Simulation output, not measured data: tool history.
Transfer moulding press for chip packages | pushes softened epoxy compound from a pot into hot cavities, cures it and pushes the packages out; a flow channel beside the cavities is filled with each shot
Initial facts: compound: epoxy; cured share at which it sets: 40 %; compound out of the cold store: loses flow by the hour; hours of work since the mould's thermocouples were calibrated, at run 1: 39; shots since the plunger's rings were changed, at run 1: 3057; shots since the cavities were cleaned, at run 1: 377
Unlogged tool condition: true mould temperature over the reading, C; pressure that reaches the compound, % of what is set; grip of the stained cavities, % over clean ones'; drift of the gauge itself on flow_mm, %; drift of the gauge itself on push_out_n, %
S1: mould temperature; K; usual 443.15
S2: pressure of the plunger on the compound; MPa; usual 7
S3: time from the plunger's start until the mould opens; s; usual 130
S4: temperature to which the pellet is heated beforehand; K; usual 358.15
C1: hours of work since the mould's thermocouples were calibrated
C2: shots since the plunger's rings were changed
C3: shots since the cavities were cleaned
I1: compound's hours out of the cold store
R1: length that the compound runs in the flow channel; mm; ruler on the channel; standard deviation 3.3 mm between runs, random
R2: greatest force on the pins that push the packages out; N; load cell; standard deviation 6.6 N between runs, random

run 1 day=0 | S1=443.15 S2=7 S3=130 S4=358.15 | C1=39 C2=3057 C3=377 | I1=32.3 | R1=636 R2=324
run 2 day=0.379 | S1=443.15 S2=7 S3=130 S4=358.15 | C1=45 C2=3136 C3=456 | I1=42.1 | R1=626 R2=341
run 3 day=0.704 | S1=443.15 S2=7 S3=130 S4=358.15 | C1=50 C2=3204 C3=524 | I1=11.1 | R1=654 R2=348
-- day=0.879 cavities cleaned with cleaning compound and waxed
run 4 day=1.017 | S1=443.15 S2=7.26 S3=130 S4=358.15 | C1=54 C2=3256 C3=28 | I1=29 | R1=647 R2=261
-- day=1.121 mould's thermocouples calibrated
run 5 day=1.467 | S1=443.15 S2=7.57 S3=130 S4=358.15 | C1=5 C2=3333 C3=105 | I1=36.8 | R1=653 R2=288
run 6 day=1.917 | S1=443.15 S2=7.57 S3=130 S4=358.15 | C1=12 C2=3428 C3=200 | I1=47.7 | R1=639 R2=307
-- day=2.246 mould's thermocouples calibrated, once more
run 7 day=2.35 | S1=443.15 S2=7.57 S3=130 S4=358.15 | C1=2 C2=3502 C3=274 | I1=14.8 | R1=681 R2=302
run 8 day=2.767 | S1=436.15 S2=7 S3=154 S4=358.15 | C1=8 C2=3588 C3=360 | I1=19.5 | R1=678 R2=365

Forecast run 9:
run 9 day=3.167 | S1=443.15 S2=7.15 S3=140 S4=358.15 | C1=14 C2=3673 C3=445 | I1=31 | R1=? R2=?

For run 9 the tool returned R1 635 mm, R2 317 N.
Without the tool's hidden state the same run would have given R1 666 mm, R2 250 N.

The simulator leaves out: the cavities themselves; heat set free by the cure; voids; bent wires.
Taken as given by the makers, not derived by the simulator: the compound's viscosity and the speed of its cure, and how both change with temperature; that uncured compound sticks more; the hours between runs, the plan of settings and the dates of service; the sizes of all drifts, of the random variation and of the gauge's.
